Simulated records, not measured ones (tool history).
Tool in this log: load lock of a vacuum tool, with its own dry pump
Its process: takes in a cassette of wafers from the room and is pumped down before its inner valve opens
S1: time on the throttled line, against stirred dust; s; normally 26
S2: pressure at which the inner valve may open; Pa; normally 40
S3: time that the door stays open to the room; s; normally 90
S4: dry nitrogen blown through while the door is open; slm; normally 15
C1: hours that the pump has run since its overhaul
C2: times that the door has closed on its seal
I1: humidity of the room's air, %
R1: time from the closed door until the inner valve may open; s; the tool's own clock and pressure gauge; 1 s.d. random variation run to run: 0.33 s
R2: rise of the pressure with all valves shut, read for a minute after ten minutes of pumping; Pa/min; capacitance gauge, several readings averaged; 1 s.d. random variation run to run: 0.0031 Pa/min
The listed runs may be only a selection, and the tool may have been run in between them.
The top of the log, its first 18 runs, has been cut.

| run | day | S1 | S2 | S3 | S4 | C1 | C2 | I1 | R1 | R2 |
|---|---|---|---|---|---|---|---|---|---|---|
|  | 208.967 | door's seal changed, seat wiped |
| 19 | 211.204 | 26 | 40 | 90 | 15 | 12358 | 241 | 44.6 | 38.1 | 0.080 |
| 20 | 220.925 | 26 | 40 | 90 | 15 | 12591 | 1285 | 43.3 | 38.0 | 0.071 |
| 21 | 229.871 | 26 | 41 | 90 | 19 | 12806 | 2246 | 47.0 | 37.7 | 0.078 |
| 22 | 238.479 | 35 | 71 | 90 | 15 | 13012 | 3170 | 45.5 | 44.5 | 0.083 |
| 23 | 249.492 | 35 | 71 | 90 | 15 | 13277 | 4353 | 44.0 | 44.6 | 0.080 |
| 24 | 258.542 | 35 | 36 | 93 | 15 | 13494 | 5325 | 44.2 | 45.6 | 0.075 |
| 25 | 267.838 | 24 | 58 | 88 | 15 | 13717 | 6324 | 49.7 | 35.4 | 0.086 |
| 26 | 275.433 | 24 | 77 | 88 | 15 | 13899 | 7140 | 47.0 | 35.1 | 0.076 |
| 27 | 284.179 | 24 | 77 | 87 | 15 | 14109 | 8079 | 41.9 | 35.1 | 0.071 |
| 28 | 295.596 | 24 | 77 | 87 | 15 | 14383 | 9306 | 49.6 | 34.8 | 0.083 |
| 29 | 304.592 | 24 | 77 | 87 | 15 | 14599 | 10272 | 45.9 | 35.1 | 0.076 |
| 30 | 321.633 | 27 | 77 | 87 | 15 | 15008 | 12102 | 43.8 | 37.3 | 0.078 |
| 31 | 336.617 | 27 | 77 | 87 | 15 | 15368 | 13712 | 44.3 | 37.9 | 0.073 |
| 32 | 348.596 | 27 | 77 | 87 | 15 | 15655 | 14999 | 44.7 | 37.4 | 0.077 |
| 33 | 361.633 | 27 | 31 | 87 | 15 | 15968 | 16399 | 44.8 | 38.8 | 0.075 |
| 34 | 375.696 | 17 | 31 | 205 | 15 | 16306 | 17909 | 44.1 | 30.8 | 0.126 |
|  | 379.267 | dry pump taken out, an overhauled one fitted |
| 35 | 385.183 | 17 | 31 | 205 | 15 | 142 | 18902 | 44.3 | 30.7 | 0.125 |
| 36 | 394.854 | 41 | 40 | 178 | 15 | 374 | 19940 | 43.6 | 50.9 | 0.111 |
| 37 | 410.721 | 41 | 40 | 178 | 15 | 755 | 21645 | 41.6 | 50.2 | 0.103 |

Branching from run 37: 4 alternative next runs. What would each branch give?
| A | 418.971 | 20 | 37 | 90 | 15 | 953 | 22531 | 44.3 | ? | ? |
| B | 418.971 | 41 | 40 | 106 | 15 | 953 | 22531 | 44.1 | ? | ? |
| C | 418.971 | 48 | 40 | 90 | 15 | 953 | 22531 | 47.5 | ? | ? |
| D | 418.971 | 41 | 40 | 48 | 26 | 953 | 22531 | 43.5 | ? | ? |

| run | R1 | R2 |
|---|---|---|
| A | 32.4 | 0.080 |
| B | 50.0 | 0.080 |
| C | 57.0 | 0.081 |
| D | 50.9 | 0.048 |
Take away the tool's hidden state, keep each run's random variation, and the runs would have read:
| run | R1 | R2 |
|---|---|---|
| A | 32.4 | 0.080 |
| B | 50.0 | 0.080 |
| C | 57.0 | 0.080 |
| D | 50.9 | 0.048 |

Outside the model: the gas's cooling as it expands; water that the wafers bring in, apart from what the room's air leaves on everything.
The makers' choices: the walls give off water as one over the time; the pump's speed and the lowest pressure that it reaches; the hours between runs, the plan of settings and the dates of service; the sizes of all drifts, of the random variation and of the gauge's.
